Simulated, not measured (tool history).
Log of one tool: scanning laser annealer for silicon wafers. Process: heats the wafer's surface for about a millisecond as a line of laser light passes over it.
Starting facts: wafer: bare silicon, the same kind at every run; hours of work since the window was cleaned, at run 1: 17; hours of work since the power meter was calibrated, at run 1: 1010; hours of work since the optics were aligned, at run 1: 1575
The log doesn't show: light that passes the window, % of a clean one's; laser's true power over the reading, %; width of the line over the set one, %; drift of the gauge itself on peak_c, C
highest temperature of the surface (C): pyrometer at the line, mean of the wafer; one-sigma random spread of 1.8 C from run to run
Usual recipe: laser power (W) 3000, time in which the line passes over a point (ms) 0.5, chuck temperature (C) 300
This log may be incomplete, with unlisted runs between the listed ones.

run,day,laser power (W),time in which the line passes over a point (ms),chuck temperature (C),hours of work since the window was cleaned,hours of work since the power meter was calibrated,hours of work since the optics were aligned,highest temperature of the surface (C)
1,0,3000,0.5,300,17,1010,1575,1055
2,2.083,3000,0.5,300,56,1048,1614,1049
3,3.792,3000,0.5,300,88,1080,1645,1045
4,4.883,3000,0.5,300,108,1101,1666,1043
5,6.183,3000,0.5,300,132,1125,1690,1042
6,7.992,3000,0.547,300,166,1158,1724,1071
7,10.204,3000,0.547,300,207,1200,1765,1064
8,11.212,3000,0.547,300,226,1219,1784,1059
9,12.296,3000,0.562,300,246,1239,1804,1069
10,14.233,3000,0.562,300,282,1275,1840,1066
11,15.85,3000,0.464,300,312,1305,1870,993
12,17.617,3143,0.593,273,345,1338,1903,1096
# day 18.308: optics aligned, line set to its width
13,19.271,3000,0.5,299,372,1365,18,1021
14,20.371,3000,0.529,299,393,1385,38,1042
15,22.633,2968,0.352,281,435,1427,81,874
# day 23.475: window over the wafer cleaned
16,24.696,3028,0.386,281,23,1464,117,966
17,25.912,3000,0.556,300,45,1487,140,1102
18,27.912,3000,0.556,300,83,1524,177,1098
19,30.05,2890,0.486,300,123,1564,217,1004
20,31.788,3030,0.446,300,155,1596,250,1018
21,34.012,3030,0.446,300,196,1638,291,1011

For some of the steps in highest temperature of the surface (C) from one run to the next: how much would appear even if the tool had no hidden state, given the settings, what came in and random variation, and how much remains for the hidden state plus any gauge scatter that the measured result and the result without hidden state don't share?
Run 12 -> 13: laser power (W) 3143 -> 3000, time in which the line passes over a point (ms) 0.593 -> 0.5, chuck temperature (C) 273 -> 299, optics aligned, line set to its width. highest temperature of the surface (C) -75: hidden state +20, all else -95.
Run 14 -> 15: laser power (W) 3000 -> 2968, time in which the line passes over a point (ms) 0.529 -> 0.352, chuck temperature (C) 299 -> 281. highest temperature of the surface (C) -168: hidden state +6, all else -174.
Run 15 -> 16: laser power (W) 2968 -> 3028, time in which the line passes over a point (ms) 0.352 -> 0.386, window over the wafer cleaned. highest temperature of the surface (C) +92: hidden state +40, all else +52.
Run 16 -> 17: laser power (W) 3028 -> 3000, time in which the line passes over a point (ms) 0.386 -> 0.556, chuck temperature (C) 281 -> 300. highest temperature of the surface (C) +136: hidden state -5, all else +141.
